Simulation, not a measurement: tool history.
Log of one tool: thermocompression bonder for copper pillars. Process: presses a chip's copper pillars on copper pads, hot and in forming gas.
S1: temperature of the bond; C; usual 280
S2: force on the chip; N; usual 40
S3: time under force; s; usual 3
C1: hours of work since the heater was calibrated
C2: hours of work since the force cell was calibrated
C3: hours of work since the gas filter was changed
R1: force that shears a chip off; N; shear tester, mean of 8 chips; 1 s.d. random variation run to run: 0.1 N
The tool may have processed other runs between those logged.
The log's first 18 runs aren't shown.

run 19 hour=267.8 | S1=256 S2=40 S3=2 | C1=681 C2=201 C3=48 | R1=16.2
run 20 hour=277 | S1=280 S2=28 S3=3 | C1=687 C2=207 C3=54 | R1=22.7
run 21 hour=290 | S1=280 S2=40 S3=3 | C1=696 C2=216 C3=63 | R1=29.5
run 22 hour=309.9 | S1=293 S2=27 S3=5 | C1=709 C2=229 C3=76 | R1=33.7
run 23 hour=322.3 | S1=280 S2=40 S3=4 | C1=717 C2=237 C3=84 | R1=33.2
run 24 hour=342.4 | S1=291 S2=40 S3=3 | C1=730 C2=250 C3=98 | R1=35
run 25 hour=350.7 | S1=290 S2=38 S3=2 | C1=736 C2=256 C3=103 | R1=28.7
run 26 hour=368.5 | S1=304 S2=40 S3=5 | C1=748 C2=268 C3=115 | R1=49.5
run 27 hour=378.2 | S1=304 S2=43 S3=5 | C1=754 C2=274 C3=121 | R1=51.2
run 28 hour=397 | S1=280 S2=40 S3=2 | C1=766 C2=286 C3=134 | R1=25.3
run 29 hour=412.5 | S1=280 S2=40 S3=2 | C1=777 C2=297 C3=144 | R1=25.4
run 30 hour=430.8 | S1=296 S2=40 S3=4 | C1=789 C2=309 C3=156 | R1=42.2
run 31 hour=447.6 | S1=254 S2=40 S3=3 | C1=800 C2=320 C3=167 | R1=19.1
run 32 hour=463.7 | S1=279 S2=51 S3=2 | C1=810 C2=330 C3=178 | R1=29.8
run 33 hour=473.2 | S1=279 S2=51 S3=2 | C1=817 C2=337 C3=184 | R1=29.8
run 34 hour=487.8 | S1=279 S2=51 S3=2 | C1=826 C2=346 C3=194 | R1=29.9
run 35 hour=502.6 | S1=255 S2=31 S3=3 | C1=836 C2=356 C3=203 | R1=16.1
run 36 hour=514.5 | S1=280 S2=42 S3=2 | C1=844 C2=364 C3=211 | R1=26.6
run 37 hour=522.9 | S1=280 S2=35 S3=3 | C1=849 C2=369 C3=217 | R1=27.7
run 38 hour=540.6 | S1=280 S2=40 S3=3 | C1=861 C2=381 C3=228 | R1=30.3
run 39 hour=555.1 | S1=280 S2=59 S3=5 | C1=871 C2=391 C3=238 | R1=46.5
run 40 hour=564.5 | S1=280 S2=28 S3=3 | C1=877 C2=397 C3=244 | R1=23.7
run 41 hour=572.7 | S1=280 S2=28 S3=3 | C1=882 C2=402 C3=250 | R1=23.8

Here are 3 independent what-if runs from the current tool condition. What would each one return?
run A hour=586.9 | S1=264 S2=43 S3=4 | C1=892 C2=412 C3=259 | R1=?
run B hour=586.9 | S1=254 S2=26 S3=3 | C1=892 C2=412 C3=259 | R1=?
run C hour=586.9 | S1=280 S2=44 S3=2 | C1=892 C2=412 C3=259 | R1=?

run=A R1=27.4
run=B R1=13.8
run=C R1=27.7
Without the tool's hidden state the same runs would have given:
run=A R1=26.3
run=B R1=13.3
run=C R1=26.6

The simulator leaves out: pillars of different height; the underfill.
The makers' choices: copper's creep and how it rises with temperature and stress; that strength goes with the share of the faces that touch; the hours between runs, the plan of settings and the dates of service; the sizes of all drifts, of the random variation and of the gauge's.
